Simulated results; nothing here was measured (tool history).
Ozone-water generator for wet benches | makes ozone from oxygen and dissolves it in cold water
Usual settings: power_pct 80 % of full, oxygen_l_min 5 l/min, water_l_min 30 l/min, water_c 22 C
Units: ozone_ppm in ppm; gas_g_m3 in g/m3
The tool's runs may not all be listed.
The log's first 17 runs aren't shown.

run    hour  power_pct  oxygen_l_min  water_l_min  water_c  ozone_ppm  gas_g_m3
 18   975.6         80             5           45       30          7     178.2
 19  1055.3         48          3.49           20       22       11.2     150.7
 20  1109.1         48          3.49           20       22       11.3     150.5
 21  1189.3         48          3.49           20       22       11.2     151.7
 22  1223.9         48          3.49           20       22       11.2     149.9
 23  1263.8         48          3.49           20       22       11.3       149
 24  1329.1         48          3.49           20       22       11.3     149.1
 25    1398         57          3.09           30       22        8.4     177.2
 26  1471.1         45          3.67           39       16        5.9     140.8
 27  1531.6         45          3.67           39       16        5.8     140.6
 28  1587.3         45          3.67           39       16        5.8     141.1
 29  1628.5         80          8.05           30       17       13.2     141.3
 30  1669.6         80          8.05           30       17       12.8     139.6
 31  1753.2         77             5           48       22        6.7     173.4
 32  1812.5         77             5           48       22        6.8     172.1
 33    1892         82             5           33       22       10.5     178.5

Forecast each of these 4 alternatives for the next run:
  A  1970.5         83          4.91           33       15          ?         ?
  B  1970.5         97             5           33       18          ?         ?
  C  1970.5         82          2.81           33       22          ?         ?
  D  1970.5         82             5           22       22          ?         ?

run  ozone_ppm  gas_g_m3
  A       11.9       183
  B       12.4     202.7
  C        9.5     236.6
  D       15.5     180.8
Without the tool's hidden state the same runs would have given:
run  ozone_ppm  gas_g_m3
  A       11.9     183.4
  B       12.4     203.1
  C        9.5     237.1
  D       15.6     181.2

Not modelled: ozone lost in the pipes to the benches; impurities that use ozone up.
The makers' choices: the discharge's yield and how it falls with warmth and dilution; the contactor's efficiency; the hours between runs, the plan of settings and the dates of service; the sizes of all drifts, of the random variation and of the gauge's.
